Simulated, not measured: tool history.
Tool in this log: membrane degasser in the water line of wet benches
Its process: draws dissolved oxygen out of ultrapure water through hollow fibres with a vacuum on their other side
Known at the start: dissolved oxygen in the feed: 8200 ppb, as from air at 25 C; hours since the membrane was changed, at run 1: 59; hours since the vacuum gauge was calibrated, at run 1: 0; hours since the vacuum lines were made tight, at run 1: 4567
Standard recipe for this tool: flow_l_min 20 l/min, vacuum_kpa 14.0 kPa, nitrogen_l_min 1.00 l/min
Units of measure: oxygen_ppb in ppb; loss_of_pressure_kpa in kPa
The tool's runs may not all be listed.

run	hour	flow_l_min	vacuum_kpa	nitrogen_l_min	hours since the membrane was changed	hours since the vacuum gauge was calibrated	hours since the vacuum lines were made tight	oxygen_ppb	loss_of_pressure_kpa
1	0.0	20	14.0	1.00	59	0	4567	673.8	44.29
2	55.6	20	14.0	1.00	115	56	4622	673.2	44.06
3	116.2	20	14.0	1.00	175	116	4683	671.7	44.14
4	146.6	20	14.0	1.00	206	147	4713	672.4	43.89
5	179.6	20	12.6	1.00	239	180	4746	615.8	44.33
6	216.7	20	12.6	1.00	276	217	4783	621.2	44.17
7	262.0	20	12.6	2.88	321	262	4829	379.7	44.12
8	295.1	20	11.4	1.00	354	295	4862	574.0	44.33
9	338.5	20	14.0	1.00	397	338	4905	667.3	44.38
10	392.4	20	14.0	1.00	451	392	4959	674.4	44.15
11	446.3	20	14.0	1.00	505	446	5013	680.4	44.14
12	488.6	20	14.0	1.00	548	489	5055	675.1	44.10
13	547.3	20	14.0	1.00	606	547	5114	675.9	44.35
14	576.6	14	14.0	1.00	636	577	5143	416.6	31.01
15	634.4	14	14.0	1.00	693	634	5201	418.4	31.11
16	693.8	20	14.0	0.90	753	694	5260	714.4	44.24
17	729.0	20	14.0	0.69	788	729	5296	825.4	44.16
18	767.3	17	14.0	1.36	826	767	5334	453.2	37.61
19	815.8	17	14.0	1.36	875	816	5382	452.2	37.85
20	849.1	20	14.0	2.96	908	849	5416	406.1	44.30
21	900.8	20	14.0	2.96	960	901	5467	401.3	44.48
22	959.8	15	15.3	0.53	1019	960	5526	784.4	33.45
# hour 975.9: seals of the vacuum lines changed
23	1019.8	14	14.0	1.00	1077	1018	44	414.1	31.48
24	1077.3	18	14.0	1.00	1134	1075	101	578.9	40.11
25	1129.0	18	14.0	1.00	1186	1127	153	580.8	40.32
26	1182.4	29	29.6	0.52	1239	1180	207	2512.5	64.37
27	1233.0	29	29.6	2.54	1290	1231	257	1136.9	64.39
28	1264.8	29	9.6	2.36	1322	1263	289	728.3	64.58
29	1290.2	29	9.6	2.36	1347	1288	314	726.7	64.58
30	1326.0	26	14.1	0.83	1383	1324	350	1055.5	57.89
31	1367.6	26	14.1	0.83	1424	1366	392	1049.8	58.04
32	1425.1	18	11.4	0.57	1482	1423	449	674.4	40.13

Difference, measured minus no-hidden-state, one row per run. Run-to-run variation is common to both terms; the gauge's own scatter need not be:
Unlogged tool condition in this case: membrane still open, %; true pressure behind the membrane over the reading, kPa; air that leaks in behind the membrane, l/min; drift of the gauge itself on oxygen_ppb, %; drift of the gauge itself on loss_of_pressure_kpa, %.
run	oxygen_ppb	loss_of_pressure_kpa
1	+7.7	+0.02
2	+8.2	+0.03
3	+8.8	+0.06
4	+9.2	+0.06
5	+8.6	+0.07
6	+9.1	+0.09
7	+6.2	+0.10
8	+9.2	+0.10
9	+11.0	+0.12
10	+11.7	+0.14
11	+12.3	+0.15
12	+12.6	+0.17
13	+13.3	+0.19
14	+13.2	+0.14
15	+13.7	+0.14
16	+15.0	+0.23
17	+15.3	+0.23
18	+13.5	+0.21
19	+13.9	+0.22
20	+11.2	+0.27
21	+11.5	+0.29
22	+19.1	+0.23
23	+6.1	+0.23
24	+9.5	+0.31
25	+9.9	+0.32
26	+16.1	+0.54
27	+14.7	+0.56
28	+16.9	+0.58
29	+17.1	+0.59
30	+19.0	+0.55
31	+19.4	+0.56
32	+16.0	+0.41
